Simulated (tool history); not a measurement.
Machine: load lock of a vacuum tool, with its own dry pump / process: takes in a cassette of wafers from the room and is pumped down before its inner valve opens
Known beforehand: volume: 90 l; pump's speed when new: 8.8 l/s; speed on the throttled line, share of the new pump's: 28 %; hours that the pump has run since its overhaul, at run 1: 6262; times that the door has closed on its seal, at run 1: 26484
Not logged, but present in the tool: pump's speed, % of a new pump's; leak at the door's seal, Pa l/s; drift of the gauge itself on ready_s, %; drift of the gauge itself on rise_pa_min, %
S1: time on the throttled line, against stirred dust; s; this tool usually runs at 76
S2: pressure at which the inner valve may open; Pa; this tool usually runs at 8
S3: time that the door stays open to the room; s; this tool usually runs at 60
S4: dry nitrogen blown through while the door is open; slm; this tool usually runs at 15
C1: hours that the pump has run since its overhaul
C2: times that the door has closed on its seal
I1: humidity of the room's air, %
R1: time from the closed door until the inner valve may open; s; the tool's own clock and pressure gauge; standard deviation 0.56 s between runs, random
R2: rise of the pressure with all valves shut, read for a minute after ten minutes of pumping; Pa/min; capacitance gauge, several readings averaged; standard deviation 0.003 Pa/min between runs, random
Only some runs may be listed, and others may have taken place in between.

run    hour  S1  S2   S3  S4    C1     C2    I1     R1     R2
  1       0  76   8   60  15  6262  26484  44.6  158.8  0.057
  2    85.7  76   8   60  15  6348  26847  44.4  159.4  0.054
  3   184.5  76   8   60  15  6447  27265  44.3  160.3  0.056
  4   314.2  76   8  141  15  6577  27813  40.9  159.2  0.083
  5     470  76   8  141  15  6732  28472    45  159.9  0.083
  6     574  76   8  141  15  6836  28912  42.3  160.2  0.083
  7   641.5  76   8   60  15  6904  29197  46.8  159.6  0.057
  8   802.5  76   8   60  15  7065  29878  43.7  158.7  0.062
  9   919.5  76   8   60  15  7182  30373  46.6    160  0.065
 10  1011.7  76   8   60  15  7274  30763  43.1  159.4  0.058
 11  1127.1  74   8   60  15  7389  31250  46.1  159.2  0.066
 12  1201.2  76   8   60  15  7464  31564  45.6  159.4  0.061
 13  1302.3  76   8   60  15  7565  31991  45.7  159.4  0.065
 14  1424.9  76   8   60  15  7687  32510  45.4  160.1  0.062
 15  1503.9  76   8   60  15  7766  32844  44.3  160.5  0.064
 16  1632.5  76   8   60  15  7895  33388    45  160.5  0.068
 17    1742  76   8   60  15  8004  33851  46.4  160.6  0.067
 18  1832.5  76   8   60  15  8095  34234  43.9  160.5  0.066
 19  1924.1  76   8   60  15  8186  34621  42.3  160.3  0.071
 20  2035.4  51   8   87  25  8298  35092  45.8  143.9  0.069

The next listed run, before its measurement:
 21  2134  76  13  60  23  8396  35509  42.2   ?   ?

{"run 21": {"R1": 155, "R2": 0.065}}
If the tool had no hidden condition, the same run with the same run-to-run variation would have returned R1 147.5 s, R2 0.022 Pa/min.
